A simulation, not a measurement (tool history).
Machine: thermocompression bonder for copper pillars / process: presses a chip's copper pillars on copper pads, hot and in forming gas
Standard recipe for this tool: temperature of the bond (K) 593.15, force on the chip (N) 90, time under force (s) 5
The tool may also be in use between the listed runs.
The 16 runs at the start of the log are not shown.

run    hour  temperature of the bond (K)  force on the chip (N)  time under force (s)  force that shears a chip off (N)
 17   798.1                       593.15                    101                     5                              77.4
 18   843.1                       593.15                    101                     5                              75.4
 19   901.8                       593.15                    101                     5                              75.5
      909.0  -- heater calibrated with a thermocouple chip
 20   962.3                       576.15                    101                     5                              63.2
      976.9  -- forming gas filter changed
 21  1015.6                       576.15                    101                     4                              65.5
 22  1075.4                       572.15                    101                     6                              70.0
 23  1130.7                       572.15                    101                     6                              69.9
 24  1179.0                       620.15                     90                     4                              82.0
 25  1240.5                       622.15                     90                     9                              97.4
 26  1295.0                       573.15                     89                     4                              52.9
     1308.1  -- heater calibrated with a thermocouple chip, once more
 27  1358.7                       573.15                     89                     4                              54.1
 28  1410.0                       593.15                     55                     5                              43.5
     1423.9  -- forming gas filter changed
 29  1460.3                       607.15                     55                     5                              56.7
 30  1510.2                       607.15                     55                     5                              56.3
 31  1538.5                       603.15                    128                     5                             100.9
 32  1588.4                       579.15                    118                    11                              99.4
 33  1646.3                       617.15                     66                     5                              69.1
 34  1681.7                       576.15                     93                    10                              80.5
 35  1739.7                       572.15                     90                     5                              59.5
 36  1767.7                       572.15                    127                     5                              78.8
 37  1809.4                       593.15                     90                     4                              65.9
 38  1845.3                       593.15                    104                    12                              93.0
     1868.3  -- forming gas filter changed
 39  1908.8                       605.15                     66                     5                              66.2

Here are 4 independent what-if runs from the current tool condition. What would each one return?
  A  1953.0                       593.15                    129                     9                                 ?
  B  1953.0                       593.15                     97                     5                                 ?
  C  1953.0                       568.15                     65                     5                                 ?
  D  1953.0                       605.15                     56                     5                                 ?

run  force that shears a chip off (N)
  A                             107.6
  B                              81.4
  C                              43.2
  D                              55.9
With no hidden state in the tool, these same runs would have given:
run  force that shears a chip off (N)
  A                             107.4
  B                              79.4
  C                              41.3
  D                              53.7
